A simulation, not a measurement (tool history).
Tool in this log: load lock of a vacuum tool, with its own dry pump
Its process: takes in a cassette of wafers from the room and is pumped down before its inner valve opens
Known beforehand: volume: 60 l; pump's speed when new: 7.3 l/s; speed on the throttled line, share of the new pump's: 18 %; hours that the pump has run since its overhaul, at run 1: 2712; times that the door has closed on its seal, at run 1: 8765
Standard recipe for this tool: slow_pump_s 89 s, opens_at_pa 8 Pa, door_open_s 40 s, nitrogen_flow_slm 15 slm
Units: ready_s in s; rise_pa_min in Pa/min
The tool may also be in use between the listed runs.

| run | hour | slow_pump_s | opens_at_pa | door_open_s | nitrogen_flow_slm | hours that the pump has run since its overhaul | times that the door has closed on its seal | incoming humidity of the room's air, % | ready_s | rise_pa_min |
|---|---|---|---|---|---|---|---|---|---|---|
| 1 | 0.0 | 89 | 8 | 40 | 15 | 2712 | 8765 | 45.6 | 153.4 | 0.048 |
| 2 | 84.5 | 89 | 8 | 40 | 15 | 2796 | 9164 | 42.7 | 154.9 | 0.046 |
| 3 | 199.4 | 89 | 8 | 40 | 15 | 2911 | 9708 | 44.6 | 154.1 | 0.050 |
| 4 | 319.3 | 89 | 8 | 40 | 15 | 3031 | 10275 | 44.2 | 156.1 | 0.042 |
| 5 | 425.6 | 89 | 8 | 40 | 15 | 3138 | 10778 | 44.5 | 155.1 | 0.053 |
| 6 | 552.8 | 89 | 8 | 40 | 15 | 3265 | 11379 | 45.8 | 156.6 | 0.060 |
| 7 | 655.8 | 89 | 8 | 101 | 15 | 3368 | 11866 | 42.5 | 155.2 | 0.073 |
| 8 | 719.6 | 89 | 8 | 101 | 15 | 3432 | 12168 | 47.3 | 154.6 | 0.075 |
| 9 | 800.3 | 89 | 8 | 40 | 15 | 3512 | 12550 | 45.2 | 155.4 | 0.061 |
| 10 | 900.3 | 89 | 8 | 40 | 15 | 3612 | 13022 | 44.3 | 154.3 | 0.061 |
| 11 | 990.1 | 89 | 8 | 40 | 7 | 3702 | 13447 | 47.2 | 156.4 | 0.074 |
| 12 | 1046.9 | 89 | 15 | 40 | 15 | 3759 | 13716 | 45.2 | 150.1 | 0.071 |
| 13 | 1125.9 | 89 | 15 | 40 | 15 | 3838 | 14090 | 44.1 | 150.2 | 0.069 |
| 14 | 1245.1 | 89 | 15 | 40 | 15 | 3957 | 14653 | 48.1 | 148.9 | 0.075 |
| 15 | 1364.3 | 113 | 15 | 40 | 15 | 4076 | 15217 | 42.7 | 168.1 | 0.077 |
| 16 | 1456.7 | 113 | 15 | 40 | 15 | 4169 | 15654 | 48.0 | 169.0 | 0.075 |
| 17 | 1574.3 | 113 | 15 | 40 | 13 | 4286 | 16210 | 41.7 | 169.0 | 0.078 |
| 18 | 1696.9 | 113 | 15 | 40 | 13 | 4409 | 16790 | 47.7 | 170.6 | 0.090 |
| 19 | 1791.8 | 63 | 11 | 54 | 33 | 4504 | 17239 | 49.1 | 132.4 | 0.089 |
| 20 | 1877.1 | 89 | 8 | 176 | 40 | 4589 | 17643 | 44.3 | 156.5 | 0.103 |
| 21 | 1940.7 | 89 | 9 | 26 | 15 | 4653 | 17943 | 44.9 | 153.1 | 0.087 |
| 22 | 2051.2 | 89 | 9 | 26 | 15 | 4763 | 18466 | 46.9 | 156.1 | 0.087 |
| 23 | 2134.1 | 89 | 8 | 92 | 15 | 4846 | 18858 | 45.0 | 155.6 | 0.110 |
| 24 | 2204.6 | 102 | 8 | 187 | 17 | 4917 | 19192 | 48.5 | 163.4 | 0.134 |
| 25 | 2292.3 | 102 | 8 | 187 | 17 | 5004 | 19606 | 46.4 | 167.1 | 0.137 |
| 26 | 2370.7 | 91 | 8 | 187 | 17 | 5083 | 19977 | 44.4 | 158.5 | 0.128 |
| 27 | 2492.9 | 62 | 6 | 40 | 7 | 5205 | 20555 | 44.4 | 137.9 | 0.107 |
| 28 | 2592.4 | 62 | 6 | 40 | 7 | 5304 | 21026 | 48.6 | 136.6 | 0.115 |
| 29 | 2678.8 | 77 | 10 | 73 | 7 | 5391 | 21434 | 45.6 | 145.0 | 0.127 |
| 30 | 2772.1 | 163 | 7 | 40 | 15 | 5484 | 21876 | 42.9 | 220.6 | 0.116 |
| 31 | 2885.2 | 163 | 7 | 40 | 15 | 5597 | 22411 | 45.4 | 217.9 | 0.122 |
| 32 | 2991.7 | 85 | 7 | 54 | 8 | 5704 | 22914 | 41.4 | 154.1 | 0.130 |
| 33 | 3045.0 | 85 | 7 | 54 | 8 | 5757 | 23166 | 42.6 | 154.9 | 0.127 |
| 34 | 3129.2 | 75 | 8 | 40 | 12 | 5841 | 23565 | 44.2 | 145.0 | 0.134 |
| 35 | 3189.6 | 75 | 8 | 40 | 12 | 5902 | 23850 | 43.5 | 146.5 | 0.131 |
| 36 | 3312.3 | 75 | 8 | 40 | 12 | 6024 | 24431 | 43.8 | 146.9 | 0.131 |

Pick out some run-to-run changes in ready_s. Of each, how much would a tool without hidden state show as well, from the settings, what came in and chance, and how much is left for the hidden state and any gauge scatter not in both results compared?
The tool's hidden condition here consists of: pump's speed, % of a new pump's; leak at the door's seal, Pa l/s; drift of the gauge itself on ready_s, %; drift of the gauge itself on rise_pa_min, %.
Run 18 -> 19: slow_pump_s 113 -> 63, opens_at_pa 15 -> 11, door_open_s 40 -> 54, nitrogen_flow_slm 13 -> 33. ready_s -38.2 s: hidden state +1.1, all else -39.3.
Run 29 -> 30: slow_pump_s 77 -> 163, opens_at_pa 10 -> 7, door_open_s 73 -> 40, nitrogen_flow_slm 7 -> 15. ready_s +75.6 s: hidden state -0.9, all else +76.5.
Run 31 -> 32: slow_pump_s 163 -> 85, door_open_s 40 -> 54, nitrogen_flow_slm 15 -> 8. ready_s -63.8 s: hidden state +1.0, all else -64.8.
